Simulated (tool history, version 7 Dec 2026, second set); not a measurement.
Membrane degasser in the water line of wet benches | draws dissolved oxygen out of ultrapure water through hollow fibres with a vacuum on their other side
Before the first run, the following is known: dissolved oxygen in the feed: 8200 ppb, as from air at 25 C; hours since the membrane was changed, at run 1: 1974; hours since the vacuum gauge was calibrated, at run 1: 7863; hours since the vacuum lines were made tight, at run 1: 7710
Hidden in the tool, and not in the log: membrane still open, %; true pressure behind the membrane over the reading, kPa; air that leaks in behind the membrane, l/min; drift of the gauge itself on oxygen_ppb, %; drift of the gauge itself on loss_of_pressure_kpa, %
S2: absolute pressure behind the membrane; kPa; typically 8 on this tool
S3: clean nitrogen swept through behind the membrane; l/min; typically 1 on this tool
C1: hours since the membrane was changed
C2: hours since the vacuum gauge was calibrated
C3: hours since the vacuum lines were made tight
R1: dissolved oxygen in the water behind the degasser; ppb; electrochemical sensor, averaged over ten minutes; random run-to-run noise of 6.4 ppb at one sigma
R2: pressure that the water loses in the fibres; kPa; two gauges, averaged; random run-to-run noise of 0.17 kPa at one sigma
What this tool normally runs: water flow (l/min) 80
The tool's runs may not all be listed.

Run 1, hour 0: usual settings; C1 1974; C2 7863; C3 7710. Result: R1 638.7 ppb, R2 29.8 kPa.
Run 2, hour 53.6: usual settings but S2 5.9 kPa; C1 2028; C2 7916; C3 7764. Result: R1 383.6 ppb, R2 29.99 kPa.
Run 3, hour 109.1: usual settings but S2 5.9 kPa; C1 2083; C2 7972; C3 7819. Result: R1 379.3 ppb, R2 29.75 kPa.
Run 4, hour 154.1: usual settings but S2 5.9 kPa; C1 2128; C2 8017; C3 7864. Result: R1 383.1 ppb, R2 29.6 kPa.
Run 5, hour 193.7: usual settings but S2 5.9 kPa; C1 2168; C2 8056; C3 7904. Result: R1 382.2 ppb, R2 29.82 kPa.
Run 6, hour 236.7: usual settings but S2 5.9 kPa, S3 1.83 l/min; C1 2211; C2 8099; C3 7947. Result: R1 260.9 ppb, R2 29.72 kPa.

What does the tool deliver on the next run?
Run 7, hour 287: usual settings but S2 5.9 kPa, S3 1.83 l/min; C1 2261; C2 8150; C3 7997. Result: R1 ?, R2 ?.

For run 7 the tool returned R1 260.4 ppb, R2 29.78 kPa.
Had the tool carried no hidden state, the very same run would have given R1 260 ppb, R2 30.17 kPa.
